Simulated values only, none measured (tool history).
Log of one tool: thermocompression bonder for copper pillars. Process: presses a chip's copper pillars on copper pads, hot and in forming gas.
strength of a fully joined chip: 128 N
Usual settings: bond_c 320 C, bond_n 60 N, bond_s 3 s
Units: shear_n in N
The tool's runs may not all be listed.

| run | day | bond_c | bond_n | bond_s | shear_n |
|---|---|---|---|---|---|
| 1 | 0.000 | 320 | 60 | 3 | 80.6 |
| 2 | 0.221 | 320 | 60 | 2 | 69.5 |
| 3 | 0.542 | 320 | 60 | 2 | 70.0 |
| 4 | 0.788 | 320 | 60 | 2 | 69.6 |
| 5 | 1.150 | 320 | 64 | 3 | 81.7 |
| 6 | 1.392 | 320 | 60 | 5 | 88.9 |
| 7 | 1.688 | 320 | 60 | 5 | 90.4 |
|  | 1.775 | force cell calibrated |
| 8 | 2.029 | 320 | 60 | 5 | 90.5 |
| 9 | 2.225 | 320 | 60 | 5 | 90.4 |
| 10 | 2.383 | 320 | 60 | 5 | 91.6 |

Run 11 comes next. What will it give?
| 11 | 2.588 | 344 | 71 | 2 | ? |

shear_n: 87.5 N
Without the tool's hidden state the same run would have given shear_n 91.8 N.
